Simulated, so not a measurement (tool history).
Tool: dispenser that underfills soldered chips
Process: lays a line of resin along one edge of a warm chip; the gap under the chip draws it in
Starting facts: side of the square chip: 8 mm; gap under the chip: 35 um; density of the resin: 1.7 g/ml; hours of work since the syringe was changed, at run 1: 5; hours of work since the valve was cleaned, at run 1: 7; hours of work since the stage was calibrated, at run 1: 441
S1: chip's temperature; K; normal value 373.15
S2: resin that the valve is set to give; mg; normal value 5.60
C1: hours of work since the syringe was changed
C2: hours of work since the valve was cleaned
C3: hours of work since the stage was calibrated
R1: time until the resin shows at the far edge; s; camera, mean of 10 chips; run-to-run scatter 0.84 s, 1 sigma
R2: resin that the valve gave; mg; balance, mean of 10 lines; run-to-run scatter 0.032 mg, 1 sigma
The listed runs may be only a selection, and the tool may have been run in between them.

run	hour	S1	S2	C1	C2	C3	R1	R2
1	0.0	373.15	5.60	5	7	441	103.7	5.59
# hour 8.4: new syringe of resin
2	13.2	373.15	5.60	4	17	451	102.0	5.55
3	21.7	373.15	5.60	10	23	457	147.3	5.51
# hour 23.4: new syringe of resin
4	33.9	373.15	5.60	8	32	466	126.5	5.47
# hour 37.2: new syringe of resin
5	42.9	373.15	5.60	4	39	473	106.4	5.51
# hour 52.0: new syringe of resin
6	52.0	373.15	5.60	0	45	480	84.8	5.42
7	58.5	360.15	5.60	5	50	484	176.2	5.41
# hour 66.1: new syringe of resin
8	69.9	373.15	5.01	3	59	493	100.4	4.74
# hour 80.3: new syringe of resin
9	82.8	373.15	6.92	2	68	502	91.5	6.65
10	91.5	379.15	5.60	8	75	509	112.6	5.24
# hour 94.3: new syringe of resin
11	104.0	379.15	5.60	7	84	518	103.1	5.25
# hour 108.1: new syringe of resin
12	118.9	379.15	5.60	8	95	529	109.8	5.15
# hour 122.3: new syringe of resin
13	131.7	379.15	5.60	7	104	539	101.9	5.13
# hour 136.4: new syringe of resin
14	138.3	379.15	5.60	1	109	543	75.8	5.12
15	145.3	368.15	6.25	7	114	549	145.5	5.71
# hour 150.4: new syringe of resin
16	154.0	368.15	6.25	3	121	555	114.5	5.61
17	161.3	367.15	6.41	8	126	560	163.2	5.75
# hour 165.2: new syringe of resin
18	174.6	367.15	6.41	7	136	570	156.7	5.69
# hour 179.2: new syringe of resin
19	184.5	367.15	6.41	4	143	577	127.2	5.69
# hour 191.3: dispensing valve cleaned and set on the balance
# hour 194.8: new syringe of resin
20	196.4	386.15	5.60	1	4	585	59.8	5.49
# hour 209.2: new syringe of resin
21	209.3	386.15	5.60	0	13	595	54.5	5.54
22	218.1	385.15	5.64	7	20	602	82.6	5.53
# hour 223.4: new syringe of resin
23	224.9	360.15	5.87	1	25	607	138.2	5.75
# hour 228.7: stage's temperature calibrated
24	232.4	377.15	6.43	6	30	3	97.8	6.30
# hour 239.3: new syringe of resin
25	242.8	377.15	6.43	3	37	10	79.8	6.18
26	251.5	377.15	6.43	9	44	17	118.7	6.23
# hour 253.6: new syringe of resin
27	261.3	378.15	5.61	6	51	24	94.0	5.38

Each row is a separate what-if for the run after 27, all from the same tool condition, not one after another. Results?
# hour 267.4: new syringe of resin
A	269.6	360.15	6.57	2	57	30	?	?
# hour 267.4: new syringe of resin
B	269.6	378.15	5.55	2	57	30	?	?
# hour 267.4: new syringe of resin
C	269.6	377.15	5.36	2	57	30	?	?
# hour 267.4: new syringe of resin
D	269.6	387.15	5.61	2	57	30	?	?
# hour 267.4: new syringe of resin
E	269.6	378.15	5.66	2	57	30	?	?

run	R1	R2
A	132.6	6.23
B	75.8	5.22
C	79.6	5.17
D	56.6	5.35
E	76.4	5.38
Take away the tool's hidden state, keep each run's random variation, and the runs would have read:
run	R1	R2
A	118.8	6.54
B	67.7	5.49
C	71.0	5.43
D	50.5	5.62
E	68.2	5.65
